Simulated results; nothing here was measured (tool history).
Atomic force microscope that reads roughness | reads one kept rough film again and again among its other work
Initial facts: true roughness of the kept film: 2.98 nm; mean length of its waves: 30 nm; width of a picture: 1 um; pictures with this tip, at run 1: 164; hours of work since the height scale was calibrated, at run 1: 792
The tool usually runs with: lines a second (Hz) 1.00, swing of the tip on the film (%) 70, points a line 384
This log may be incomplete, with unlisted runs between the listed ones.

run   hour  lines a second (Hz)  swing of the tip on the film (%)  points a line  pictures with this tip  hours of work since the height scale was calibrated  roughness of the kept film (nm (root mean square))
  1    0.0                 1.00                                70            384                     164                                                  792                                               2.053
  2   30.0                 1.00                                70            384                     193                                                  808                                               1.989
  3   57.5                 1.00                                70            384                     219                                                  823                                               1.913
  4   82.6                 1.00                                70            384                     243                                                  836                                               1.865
  5  100.7                 1.00                                70            384                     260                                                  845                                               1.833
     102.8  -- new tip fitted
  6  128.6                 1.00                                70            384                      25                                                  860                                               2.429
  7  148.4                 1.00                                55            384                      43                                                  870                                               2.402
  8  171.3                 1.00                                70            384                      65                                                  882                                               2.322
     174.9  -- height scale calibrated on a step standard
  9  189.3                 1.10                                67            542                      82                                                    8                                               2.275

Run 10 has not been measured yet. What should we expect?
 10  212.5                 1.55                                57            598                     104                                                   20                                                   ?

roughness of the kept film (nm (root mean square)): 2.211
Without the tool's hidden state the same run would have given roughness of the kept film (nm (root mean square)) 2.588.
